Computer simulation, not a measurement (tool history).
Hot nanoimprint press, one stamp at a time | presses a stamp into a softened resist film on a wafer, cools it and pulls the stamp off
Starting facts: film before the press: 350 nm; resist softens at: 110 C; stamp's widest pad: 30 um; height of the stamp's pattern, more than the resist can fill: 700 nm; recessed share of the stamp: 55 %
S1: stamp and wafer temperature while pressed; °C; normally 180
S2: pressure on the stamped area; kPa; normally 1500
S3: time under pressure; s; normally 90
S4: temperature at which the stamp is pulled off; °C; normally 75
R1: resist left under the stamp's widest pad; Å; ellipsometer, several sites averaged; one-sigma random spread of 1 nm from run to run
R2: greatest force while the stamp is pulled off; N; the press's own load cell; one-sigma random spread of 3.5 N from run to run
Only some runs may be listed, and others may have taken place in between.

run 1 hour=0 | S1=180 S2=1500 S3=90 S4=75 | R1=1518 R2=232
run 2 hour=57.2 | S1=180 S2=1500 S3=90 S4=75 | R1=1545 R2=236
run 3 hour=111 | S1=180 S2=1500 S3=90 S4=75 | R1=1550 R2=238
run 4 hour=141.2 | S1=180 S2=1500 S3=90 S4=75 | R1=1571 R2=248
run 5 hour=184.8 | S1=180 S2=1500 S3=90 S4=75 | R1=1581 R2=247
run 6 hour=218.9 | S1=180 S2=1500 S3=90 S4=75 | R1=1586 R2=252
-- hour=235 stamp cleaned and given a new release coat
run 7 hour=260.2 | S1=180 S2=1500 S3=90 S4=75 | R1=1602 R2=180
run 8 hour=311.9 | S1=180 S2=1500 S3=62 S4=75 | R1=1832 R2=172
run 9 hour=354.8 | S1=180 S2=1470 S3=90 S4=75 | R1=1623 R2=182
run 10 hour=401.3 | S1=180 S2=1470 S3=90 S4=78 | R1=1630 R2=173
run 11 hour=431.3 | S1=180 S2=1470 S3=90 S4=69 | R1=1641 R2=193
run 12 hour=478.3 | S1=180 S2=1470 S3=90 S4=69 | R1=1657 R2=210
run 13 hour=506.5 | S1=180 S2=1500 S3=90 S4=75 | R1=1655 R2=191
run 14 hour=552.8 | S1=180 S2=1500 S3=90 S4=62 | R1=1664 R2=235
run 15 hour=580.1 | S1=180 S2=1500 S3=90 S4=62 | R1=1671 R2=246
-- hour=585.7 plate thermocouple calibrated
run 16 hour=610.5 | S1=175 S2=1500 S3=90 S4=62 | R1=2164 R2=249
run 17 hour=642.4 | S1=180 S2=1740 S3=90 S4=60 | R1=1627 R2=257
run 18 hour=687.3 | S1=180 S2=1740 S3=90 S4=60 | R1=1641 R2=270
-- hour=727.9 plate thermocouple calibrated, once more
run 19 hour=731.5 | S1=180 S2=1740 S3=90 S4=60 | R1=1447 R2=248
run 20 hour=758.5 | S1=175 S2=1630 S3=46 S4=64 | R1=2255 R2=248
run 21 hour=814.3 | S1=180 S2=1130 S3=90 S4=75 | R1=1785 R2=209
run 22 hour=843.2 | S1=187 S2=1500 S3=90 S4=70 | R1=1135 R2=228

The next listed run, before its measurement:
-- hour=889 press's hydraulic seals changed and the load cell set to zero
run 23 hour=889 | S1=178 S2=1500 S3=134 S4=75 | R1=? R2=?

R1: 1433 Å
R2: 221 N
Without the tool's hidden state the same run would have given R1 1404 Å, R2 170 N.
